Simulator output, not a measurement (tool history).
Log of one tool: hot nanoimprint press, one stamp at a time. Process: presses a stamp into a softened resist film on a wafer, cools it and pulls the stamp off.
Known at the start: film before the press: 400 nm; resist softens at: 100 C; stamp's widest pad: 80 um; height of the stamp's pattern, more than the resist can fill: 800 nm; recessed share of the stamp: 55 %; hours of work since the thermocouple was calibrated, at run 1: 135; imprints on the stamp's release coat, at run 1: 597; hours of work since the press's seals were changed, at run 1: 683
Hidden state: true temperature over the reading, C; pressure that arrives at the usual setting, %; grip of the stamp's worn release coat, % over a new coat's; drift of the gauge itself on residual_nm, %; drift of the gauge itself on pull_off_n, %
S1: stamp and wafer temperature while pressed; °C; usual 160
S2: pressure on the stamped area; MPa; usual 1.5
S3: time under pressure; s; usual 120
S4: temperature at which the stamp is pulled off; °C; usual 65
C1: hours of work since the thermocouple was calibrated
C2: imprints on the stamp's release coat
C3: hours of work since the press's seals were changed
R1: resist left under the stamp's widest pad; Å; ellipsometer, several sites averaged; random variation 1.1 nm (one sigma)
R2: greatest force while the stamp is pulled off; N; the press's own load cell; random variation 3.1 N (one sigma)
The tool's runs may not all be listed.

| run | day | S1 | S2 | S3 | S4 | C1 | C2 | C3 | R1 | R2 |
|---|---|---|---|---|---|---|---|---|---|---|
| 1 | 0 | 160 | 1.5 | 120 | 65 | 135 | 597 | 683 | 1802 | 174 |
| 2 | 0.529 | 160 | 1.5 | 120 | 65 | 145 | 649 | 693 | 1821 | 178 |
| 3 | 1.042 | 160 | 0.93 | 120 | 65 | 155 | 699 | 703 | 2180 | 174 |
|  | 2.062 | stamp cleaned and given a new release coat |
| 4 | 2.283 | 160 | 0.93 | 120 | 65 | 174 | 22 | 721 | 2193 | 146 |
| 5 | 3.288 | 160 | 0.93 | 120 | 65 | 192 | 120 | 740 | 2192 | 151 |
| 6 | 3.888 | 160 | 0.93 | 120 | 65 | 204 | 178 | 752 | 2190 | 154 |
| 7 | 4.542 | 172 | 1.5 | 120 | 65 | 216 | 242 | 764 | 1075 | 153 |
| 8 | 5.488 | 172 | 1.5 | 120 | 65 | 234 | 334 | 781 | 1067 | 161 |

Run 9 comes next. What will it give?
| 9 | 6.262 | 169 | 1.5 | 86 | 65 | 248 | 410 | 796 | ? | ? |

{"run 9": {"R1": 1432, "R2": 163}}
Without the tool's hidden state the same run would have given R1 1318 Å, R2 143 N.

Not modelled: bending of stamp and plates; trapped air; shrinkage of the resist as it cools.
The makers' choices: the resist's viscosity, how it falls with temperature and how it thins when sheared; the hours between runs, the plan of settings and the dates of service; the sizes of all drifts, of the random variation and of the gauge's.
